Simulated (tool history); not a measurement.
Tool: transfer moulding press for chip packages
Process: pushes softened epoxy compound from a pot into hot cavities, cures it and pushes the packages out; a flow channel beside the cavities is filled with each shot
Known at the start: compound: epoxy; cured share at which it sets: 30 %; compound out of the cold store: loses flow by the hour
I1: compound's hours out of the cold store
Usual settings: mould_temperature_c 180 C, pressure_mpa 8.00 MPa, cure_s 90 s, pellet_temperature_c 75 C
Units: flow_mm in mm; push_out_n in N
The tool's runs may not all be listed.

run 1 hour=0.0 | mould_temperature_c=180 pressure_mpa=8.00 cure_s=90 pellet_temperature_c=75 | I1=37.9 | flow_mm=517 push_out_n=486
run 2 hour=4.7 | mould_temperature_c=180 pressure_mpa=8.00 cure_s=90 pellet_temperature_c=75 | I1=20.9 | flow_mm=577 push_out_n=507
run 3 hour=12.3 | mould_temperature_c=180 pressure_mpa=8.00 cure_s=90 pellet_temperature_c=75 | I1=8.4 | flow_mm=624 push_out_n=486
run 4 hour=17.2 | mould_temperature_c=180 pressure_mpa=8.00 cure_s=90 pellet_temperature_c=75 | I1=24.8 | flow_mm=561 push_out_n=500
run 5 hour=25.6 | mould_temperature_c=180 pressure_mpa=8.00 cure_s=90 pellet_temperature_c=75 | I1=12.7 | flow_mm=605 push_out_n=515
run 6 hour=30.9 | mould_temperature_c=180 pressure_mpa=8.00 cure_s=108 pellet_temperature_c=75 | I1=23.5 | flow_mm=566 push_out_n=444
run 7 hour=35.8 | mould_temperature_c=180 pressure_mpa=8.00 cure_s=90 pellet_temperature_c=75 | I1=47.9 | flow_mm=486 push_out_n=477
run 8 hour=39.4 | mould_temperature_c=180 pressure_mpa=8.00 cure_s=90 pellet_temperature_c=75 | I1=36.7 | flow_mm=518 push_out_n=478
run 9 hour=47.6 | mould_temperature_c=180 pressure_mpa=8.00 cure_s=90 pellet_temperature_c=75 | I1=38.1 | flow_mm=514 push_out_n=484
-- hour=57.4 cavities cleaned with cleaning compound and waxed
run 10 hour=57.4 | mould_temperature_c=180 pressure_mpa=8.00 cure_s=90 pellet_temperature_c=75 | I1=22.7 | flow_mm=570 push_out_n=508
run 11 hour=61.6 | mould_temperature_c=180 pressure_mpa=8.00 cure_s=90 pellet_temperature_c=78 | I1=19.4 | flow_mm=578 push_out_n=504
run 12 hour=68.5 | mould_temperature_c=180 pressure_mpa=8.00 cure_s=90 pellet_temperature_c=78 | I1=37.1 | flow_mm=520 push_out_n=486
run 13 hour=73.6 | mould_temperature_c=180 pressure_mpa=8.00 cure_s=90 pellet_temperature_c=78 | I1=17.2 | flow_mm=585 push_out_n=513
run 14 hour=80.9 | mould_temperature_c=180 pressure_mpa=8.00 cure_s=90 pellet_temperature_c=78 | I1=31.8 | flow_mm=534 push_out_n=491
run 15 hour=88.2 | mould_temperature_c=183 pressure_mpa=6.89 cure_s=128 pellet_temperature_c=75 | I1=20.3 | flow_mm=529 push_out_n=428
run 16 hour=96.1 | mould_temperature_c=183 pressure_mpa=6.89 cure_s=128 pellet_temperature_c=75 | I1=22.5 | flow_mm=522 push_out_n=424
run 17 hour=101.7 | mould_temperature_c=180 pressure_mpa=8.00 cure_s=109 pellet_temperature_c=75 | I1=29.5 | flow_mm=544 push_out_n=448
run 18 hour=106.1 | mould_temperature_c=180 pressure_mpa=8.00 cure_s=109 pellet_temperature_c=75 | I1=12.6 | flow_mm=608 push_out_n=434
run 19 hour=112.5 | mould_temperature_c=181 pressure_mpa=8.00 cure_s=109 pellet_temperature_c=79 | I1=38.4 | flow_mm=512 push_out_n=427
run 20 hour=119.4 | mould_temperature_c=181 pressure_mpa=8.00 cure_s=109 pellet_temperature_c=73 | I1=33.0 | flow_mm=531 push_out_n=419
run 21 hour=127.3 | mould_temperature_c=176 pressure_mpa=6.51 cure_s=74 pellet_temperature_c=84 | I1=37.0 | flow_mm=477 push_out_n=847
run 22 hour=131.7 | mould_temperature_c=176 pressure_mpa=8.03 cure_s=113 pellet_temperature_c=75 | I1=36.1 | flow_mm=529 push_out_n=459
run 23 hour=140.7 | mould_temperature_c=182 pressure_mpa=7.93 cure_s=120 pellet_temperature_c=67 | I1=17.9 | flow_mm=579 push_out_n=432
run 24 hour=148.8 | mould_temperature_c=182 pressure_mpa=7.93 cure_s=120 pellet_temperature_c=67 | I1=34.6 | flow_mm=520 push_out_n=443
run 25 hour=154.2 | mould_temperature_c=178 pressure_mpa=8.00 cure_s=90 pellet_temperature_c=67 | I1=32.2 | flow_mm=539 push_out_n=540
-- hour=161.7 cavities cleaned with cleaning compound and waxed
run 26 hour=162.8 | mould_temperature_c=180 pressure_mpa=9.90 cure_s=124 pellet_temperature_c=75 | I1=35.0 | flow_mm=584 push_out_n=419
run 27 hour=167.6 | mould_temperature_c=180 pressure_mpa=9.90 cure_s=124 pellet_temperature_c=75 | I1=14.5 | flow_mm=665 push_out_n=437
run 28 hour=173.9 | mould_temperature_c=180 pressure_mpa=9.90 cure_s=75 pellet_temperature_c=82 | I1=39.4 | flow_mm=566 push_out_n=657

3 ways to go on from here, each from the tool as it stands after run 28. What would each give?
run A hour=178.8 | mould_temperature_c=180 pressure_mpa=9.90 cure_s=75 pellet_temperature_c=69 | I1=25.0 | flow_mm=? push_out_n=?
run B hour=178.8 | mould_temperature_c=176 pressure_mpa=6.47 cure_s=75 pellet_temperature_c=82 | I1=16.7 | flow_mm=? push_out_n=?
run C hour=178.8 | mould_temperature_c=180 pressure_mpa=9.64 cure_s=75 pellet_temperature_c=82 | I1=42.2 | flow_mm=? push_out_n=?

run=A flow_mm=622 push_out_n=663
run=B flow_mm=540 push_out_n=925
run=C flow_mm=549 push_out_n=632
Without the tool's hidden state the same runs would have given:
run=A flow_mm=622 push_out_n=660
run=B flow_mm=540 push_out_n=921
run=C flow_mm=549 push_out_n=629
